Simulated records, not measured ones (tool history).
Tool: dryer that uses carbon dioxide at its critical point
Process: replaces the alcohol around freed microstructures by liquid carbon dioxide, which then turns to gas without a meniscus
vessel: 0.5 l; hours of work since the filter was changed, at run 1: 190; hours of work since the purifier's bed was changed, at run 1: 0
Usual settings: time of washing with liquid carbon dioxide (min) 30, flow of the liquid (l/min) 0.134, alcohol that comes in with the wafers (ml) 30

run	hour	time of washing with liquid carbon dioxide (min)	flow of the liquid (l/min)	alcohol that comes in with the wafers (ml)	hours of work since the filter was changed	hours of work since the purifier's bed was changed	alcohol left in the vessel before it's heated (ppm by volume)
1	0.0	30	0.134	30	190	0	89
2	43.9	30	0.134	30	205	16	77
3	88.1	30	0.134	30	221	31	91
4	123.6	30	0.134	30	234	44	83
5	155.6	30	0.134	30	245	55	90
6	184.1	30	0.134	30	255	65	83
7	233.6	30	0.134	72	273	83	202
8	282.6	24	0.205	30	290	100	35
9	315.2	24	0.205	30	302	112	31
10	365.7	34	0.171	66	320	130	16
11	418.2	34	0.171	66	338	149	26

Forecast each of these 3 alternatives for the next run:
A	445.9	18	0.091	61	348	158	?
B	445.9	28	0.089	34	348	158	?
C	445.9	32	0.171	66	348	158	?

run	alcohol left in the vessel before it's heated (ppm by volume)
A	8828
B	1328
C	34
Without the tool's hidden state the same runs would have given:
run	alcohol left in the vessel before it's heated (ppm by volume)
A	7853
B	1103
C	15
